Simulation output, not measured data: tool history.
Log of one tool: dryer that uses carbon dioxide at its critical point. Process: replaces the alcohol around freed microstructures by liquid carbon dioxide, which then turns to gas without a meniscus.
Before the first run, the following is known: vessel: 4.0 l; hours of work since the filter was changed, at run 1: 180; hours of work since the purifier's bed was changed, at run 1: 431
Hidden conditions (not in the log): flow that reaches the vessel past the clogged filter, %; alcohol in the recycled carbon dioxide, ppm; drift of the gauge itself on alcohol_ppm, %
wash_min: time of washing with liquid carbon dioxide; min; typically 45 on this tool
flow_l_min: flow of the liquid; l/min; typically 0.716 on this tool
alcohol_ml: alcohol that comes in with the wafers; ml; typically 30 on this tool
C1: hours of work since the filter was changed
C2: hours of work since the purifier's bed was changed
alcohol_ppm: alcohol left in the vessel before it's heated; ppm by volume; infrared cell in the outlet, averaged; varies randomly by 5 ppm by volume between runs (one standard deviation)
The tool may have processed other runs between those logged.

Run 1, hour 0: usual settings; C1 180; C2 431. Result: alcohol_ppm 85 ppm by volume.
Run 2, hour 13.7: usual settings; C1 190; C2 441. Result: alcohol_ppm 89 ppm by volume.
Run 3, hour 36.1: usual settings; C1 207; C2 458. Result: alcohol_ppm 96 ppm by volume.
Run 4, hour 62.5: usual settings; C1 226; C2 477. Result: alcohol_ppm 92 ppm by volume.
At hour 76.2: inlet filter changed.
Run 5, hour 86.7: usual settings; C1 8; C2 495. Result: alcohol_ppm 89 ppm by volume.
Run 6, hour 104.2: usual settings but alcohol_ml 77 ml; C1 21; C2 507. Result: alcohol_ppm 104 ppm by volume.
Run 7, hour 118.6: usual settings but alcohol_ml 77 ml; C1 31; C2 518. Result: alcohol_ppm 118 ppm by volume.
Run 8, hour 147.1: usual settings; C1 52; C2 539. Result: alcohol_ppm 96 ppm by volume.
Run 9, hour 175.2: usual settings; C1 73; C2 560. Result: alcohol_ppm 101 ppm by volume.
Run 10, hour 189.3: usual settings; C1 84; C2 570. Result: alcohol_ppm 97 ppm by volume.
Run 11, hour 210.9: usual settings but wash_min 41 min, flow_l_min 0.648 l/min, alcohol_ml 22 ml; C1 99; C2 586. Result: alcohol_ppm 114 ppm by volume.
Run 12, hour 229.8: usual settings but wash_min 41 min, flow_l_min 0.648 l/min, alcohol_ml 22 ml; C1 113; C2 600. Result: alcohol_ppm 121 ppm by volume.
Run 13, hour 242.6: usual settings but wash_min 41 min, flow_l_min 0.648 l/min, alcohol_ml 22 ml; C1 123; C2 610. Result: alcohol_ppm 136 ppm by volume.
Run 14, hour 254.5: usual settings but wash_min 41 min; C1 132; C2 618. Result: alcohol_ppm 114 ppm by volume.
Run 15, hour 274.8: usual settings but wash_min 55 min, alcohol_ml 44 ml; C1 147; C2 633. Result: alcohol_ppm 104 ppm by volume.
Run 16, hour 286.9: usual settings but wash_min 55 min, flow_l_min 0.877 l/min, alcohol_ml 22 ml; C1 156; C2 642. Result: alcohol_ppm 102 ppm by volume.
Run 17, hour 310.4: usual settings but wash_min 55 min, flow_l_min 0.877 l/min, alcohol_ml 22 ml; C1 173; C2 660. Result: alcohol_ppm 101 ppm by volume.
Run 18, hour 334.9: usual settings but wash_min 53 min, flow_l_min 0.583 l/min, alcohol_ml 25 ml; C1 191; C2 678. Result: alcohol_ppm 126 ppm by volume.
Run 19, hour 351.9: usual settings but wash_min 38 min; C1 204; C2 690. Result: alcohol_ppm 153 ppm by volume.
Run 20, hour 365.1: usual settings but wash_min 70 min, alcohol_ml 111 ml; C1 213; C2 700. Result: alcohol_ppm 110 ppm by volume.

Alternative continuations, all from the tool just after run 20; predict every row:
Run A, hour 379.1: usual settings but wash_min 34 min, flow_l_min 0.691 l/min; C1 224; C2 710. Result: alcohol_ppm ?.
Run B, hour 379.1: usual settings but wash_min 28 min, flow_l_min 1.028 l/min, alcohol_ml 111 ml; C1 224; C2 710. Result: alcohol_ppm ?.
Run C, hour 379.1: usual settings but wash_min 32 min, alcohol_ml 111 ml; C1 224; C2 710. Result: alcohol_ppm ?.

run  alcohol_ppm
  A          209
  B          248
  C          553
With the hidden condition removed and each run's random variation left untouched, the same runs would have given:
run  alcohol_ppm
  A           65
  B           77
  C          270

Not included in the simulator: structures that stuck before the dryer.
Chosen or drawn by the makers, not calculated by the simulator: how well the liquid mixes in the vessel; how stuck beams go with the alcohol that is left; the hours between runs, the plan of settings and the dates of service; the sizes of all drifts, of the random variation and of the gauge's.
